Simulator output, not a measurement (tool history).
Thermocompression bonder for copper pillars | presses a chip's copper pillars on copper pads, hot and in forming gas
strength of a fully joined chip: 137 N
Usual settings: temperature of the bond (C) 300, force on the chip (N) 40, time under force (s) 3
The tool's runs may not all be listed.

run,day,temperature of the bond (C),force on the chip (N),time under force (s),force that shears a chip off (N)
1,0.000,300,40,3,67.6
2,0.233,300,40,3,67.4
3,0.617,300,40,3,66.6
4,0.888,300,40,2,57.5
5,1.325,300,40,2,57.4
6,1.629,300,40,2,58.5
7,1.992,300,40,2,56.9
8,2.317,300,50,2,69.0
9,2.608,300,28,2,41.7
10,2.833,300,28,2,40.5
11,3.046,300,28,2,41.6
# day 3.204: forming gas filter changed
12,3.354,300,28,2,41.7
13,3.788,300,40,3,66.6
14,4.121,300,40,3,68.3
15,4.462,300,35,3,61.9
16,4.767,300,35,3,60.5
17,5.129,300,35,3,60.7
18,5.562,300,35,4,64.6
19,5.854,300,35,4,66.2
20,6.117,280,39,2,43.5
21,6.462,280,39,2,44.6
22,6.800,320,52,3,95.1
23,7.183,320,52,3,94.3

Run 24 comes next. What will it give?
24,7.579,320,52,3,?

force that shears a chip off (N): 94.8
Without the tool's hidden state the same run would have given force that shears a chip off (N) 103.3.
